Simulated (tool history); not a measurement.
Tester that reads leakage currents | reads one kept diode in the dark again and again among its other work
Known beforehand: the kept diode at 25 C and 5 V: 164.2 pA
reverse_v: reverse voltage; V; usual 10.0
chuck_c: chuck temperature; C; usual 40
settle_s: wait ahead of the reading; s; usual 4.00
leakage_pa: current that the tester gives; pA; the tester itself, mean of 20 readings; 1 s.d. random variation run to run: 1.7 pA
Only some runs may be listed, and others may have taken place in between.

run   hour  reverse_v  chuck_c  settle_s  leakage_pa
  1    0.0       10.0       40      4.00      625.00
  2   48.9       10.0       40      0.52      632.31
  3  116.1       10.0       40      4.00      626.33
  4  181.9       10.0       40      4.00      628.75
  5  234.6       10.0       35      4.00      455.27
  6  281.9       10.0       35      4.00      453.89
  7  351.4       10.0       35      4.00      456.06
  8  402.4       10.0       40      3.99      633.82
  9  439.8        1.5       24      2.05      118.13
 10  489.5        1.5       24      2.05      118.67
 11  538.0       10.0       36      5.94      492.88
 12  590.6        2.2       23      4.00      124.87
 13  636.9        2.2       23      4.00      124.66
 14  687.3        2.2       23      4.00      124.85
 15  777.1        4.3       35      4.20      356.99
 16  858.8       10.0       47      4.00     1014.23

Forecast each of these 3 alternatives for the next run:
  A  902.2        1.6       39      4.00           ?
  B  902.2       15.8       22      0.32           ?
  C  902.2        3.3       32      2.42           ?

run  leakage_pa
  A      346.04
  B      241.08
  C      270.48
With no hidden state in the tool, these same runs would have given:
run  leakage_pa
  A      308.92
  B      205.82
  C      239.09

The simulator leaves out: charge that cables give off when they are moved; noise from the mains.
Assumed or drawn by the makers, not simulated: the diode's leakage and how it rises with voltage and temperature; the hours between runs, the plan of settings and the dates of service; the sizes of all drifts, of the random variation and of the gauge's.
